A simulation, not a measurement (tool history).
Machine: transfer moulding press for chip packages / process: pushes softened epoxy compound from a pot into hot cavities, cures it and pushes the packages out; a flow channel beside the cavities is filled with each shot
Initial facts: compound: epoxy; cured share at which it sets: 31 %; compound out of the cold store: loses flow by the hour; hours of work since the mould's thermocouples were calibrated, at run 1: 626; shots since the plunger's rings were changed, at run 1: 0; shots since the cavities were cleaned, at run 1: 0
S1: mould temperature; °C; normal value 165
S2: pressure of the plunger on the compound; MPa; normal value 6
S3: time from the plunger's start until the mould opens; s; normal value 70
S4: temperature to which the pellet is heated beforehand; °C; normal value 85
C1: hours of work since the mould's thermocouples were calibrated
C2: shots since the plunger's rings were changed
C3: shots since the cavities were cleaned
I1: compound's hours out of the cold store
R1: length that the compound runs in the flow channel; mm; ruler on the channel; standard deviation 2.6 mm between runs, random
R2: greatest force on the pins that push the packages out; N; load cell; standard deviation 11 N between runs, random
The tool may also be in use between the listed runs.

{"run": 1, "hour": 0.0, "S1": 165, "S2": 6, "S3": 70, "S4": 85, "C1": 626, "C2": 0, "C3": 0, "I1": 17.1, "R1": 573, "R2": 539}
{"run": 2, "hour": 41.3, "S1": 165, "S2": 6, "S3": 70, "S4": 85, "C1": 656, "C2": 775, "C3": 775, "I1": 20.3, "R1": 569, "R2": 574}
{"hour": 57.1, "done": "cavities cleaned with cleaning compound and waxed"}
{"run": 3, "hour": 68.9, "S1": 165, "S2": 6, "S3": 70, "S4": 85, "C1": 674, "C2": 1266, "C3": 221, "I1": 27.1, "R1": 556, "R2": 545}
{"run": 4, "hour": 89.3, "S1": 165, "S2": 6, "S3": 66, "S4": 85, "C1": 689, "C2": 1648, "C3": 603, "I1": 44.6, "R1": 523, "R2": 589}
{"hour": 114.7, "done": "cavities cleaned with cleaning compound and waxed"}
{"run": 5, "hour": 123.5, "S1": 165, "S2": 6, "S3": 70, "S4": 90, "C1": 712, "C2": 2262, "C3": 164, "I1": 17.7, "R1": 569, "R2": 560}
{"hour": 129.3, "done": "mould's thermocouples calibrated"}
{"run": 6, "hour": 152.8, "S1": 165, "S2": 6, "S3": 70, "S4": 90, "C1": 17, "C2": 2775, "C3": 677, "I1": 25.9, "R1": 552, "R2": 527}
{"hour": 173.4, "done": "cavities cleaned with cleaning compound and waxed"}
{"run": 7, "hour": 178.3, "S1": 165, "S2": 6, "S3": 70, "S4": 85, "C1": 34, "C2": 3225, "C3": 91, "I1": 33.9, "R1": 537, "R2": 547}
{"run": 8, "hour": 211.2, "S1": 165, "S2": 6, "S3": 70, "S4": 85, "C1": 58, "C2": 3843, "C3": 709, "I1": 31.6, "R1": 546, "R2": 539}
{"hour": 230.7, "done": "cavities cleaned with cleaning compound and waxed"}
{"hour": 241.7, "done": "plunger's sealing rings changed"}
{"run": 9, "hour": 248.1, "S1": 165, "S2": 6, "S3": 70, "S4": 85, "C1": 81, "C2": 121, "C3": 280, "I1": 32.3, "R1": 541, "R2": 547}
{"hour": 289.7, "done": "cavities cleaned with cleaning compound and waxed"}
{"run": 10, "hour": 289.7, "S1": 165, "S2": 6, "S3": 70, "S4": 85, "C1": 110, "C2": 874, "C3": 0, "I1": 38.2, "R1": 532, "R2": 535}
{"run": 11, "hour": 326.0, "S1": 165, "S2": 6, "S3": 70, "S4": 85, "C1": 136, "C2": 1554, "C3": 680, "I1": 43.4, "R1": 524, "R2": 534}
{"hour": 348.3, "done": "cavities cleaned with cleaning compound and waxed"}
{"run": 12, "hour": 354.5, "S1": 165, "S2": 6, "S3": 70, "S4": 85, "C1": 156, "C2": 2062, "C3": 117, "I1": 34, "R1": 536, "R2": 543}
{"run": 13, "hour": 383.2, "S1": 165, "S2": 6, "S3": 70, "S4": 85, "C1": 176, "C2": 2602, "C3": 657, "I1": 19.1, "R1": 569, "R2": 551}
{"hour": 405.3, "done": "cavities cleaned with cleaning compound and waxed"}
{"run": 14, "hour": 427.4, "S1": 165, "S2": 6, "S3": 70, "S4": 85, "C1": 207, "C2": 3404, "C3": 416, "I1": 14.4, "R1": 577, "R2": 540}
{"hour": 463.1, "done": "cavities cleaned with cleaning compound and waxed"}
{"run": 15, "hour": 463.1, "S1": 162, "S2": 6.07, "S3": 70, "S4": 91, "C1": 232, "C2": 4044, "C3": 0, "I1": 42.2, "R1": 534, "R2": 615}
{"hour": 481.5, "done": "plunger's sealing rings changed"}
{"run": 16, "hour": 490.8, "S1": 171, "S2": 6.52, "S3": 87, "S4": 94, "C1": 250, "C2": 175, "C3": 474, "I1": 35.8, "R1": 542, "R2": 438}
{"hour": 526.0, "done": "cavities cleaned with cleaning compound and waxed"}
{"run": 17, "hour": 530.8, "S1": 167, "S2": 5.73, "S3": 50, "S4": 85, "C1": 278, "C2": 899, "C3": 91, "I1": 46, "R1": 499, "R2": 861}
{"run": 18, "hour": 560.2, "S1": 160, "S2": 6, "S3": 70, "S4": 85, "C1": 299, "C2": 1450, "C3": 642, "I1": 32, "R1": 557, "R2": 760}
{"hour": 583.0, "done": "cavities cleaned with cleaning compound and waxed"}
{"run": 19, "hour": 594.3, "S1": 160, "S2": 6, "S3": 70, "S4": 85, "C1": 322, "C2": 2062, "C3": 212, "I1": 13, "R1": 597, "R2": 823}
{"run": 20, "hour": 636.6, "S1": 160, "S2": 6, "S3": 70, "S4": 85, "C1": 353, "C2": 2857, "C3": 1007, "I1": 24.1, "R1": 574, "R2": 786}
{"hour": 640.5, "done": "cavities cleaned with cleaning compound and waxed"}
{"run": 21, "hour": 679.7, "S1": 160, "S2": 6, "S3": 70, "S4": 85, "C1": 382, "C2": 3638, "C3": 737, "I1": 30, "R1": 567, "R2": 786}
{"hour": 697.9, "done": "cavities cleaned with cleaning compound and waxed"}
{"hour": 723.6, "done": "plunger's sealing rings changed"}
{"run": 22, "hour": 723.6, "S1": 165, "S2": 5.8, "S3": 57, "S4": 88, "C1": 411, "C2": 0, "C3": 437, "I1": 29.6, "R1": 539, "R2": 809}

Forecast run 23:
{"run": 23, "hour": 743.8, "S1": 165, "S2": 6.07, "S3": 55, "S4": 77, "C1": 426, "C2": 378, "C3": 815, "I1": 34.4, "R1": "?", "R2": "?"}

{"run 23": {"R1": 541, "R2": 903}}
Take away the tool's hidden state, keep the run-to-run variation as it was, and the same run would have given R1 541 mm, R2 894 N.

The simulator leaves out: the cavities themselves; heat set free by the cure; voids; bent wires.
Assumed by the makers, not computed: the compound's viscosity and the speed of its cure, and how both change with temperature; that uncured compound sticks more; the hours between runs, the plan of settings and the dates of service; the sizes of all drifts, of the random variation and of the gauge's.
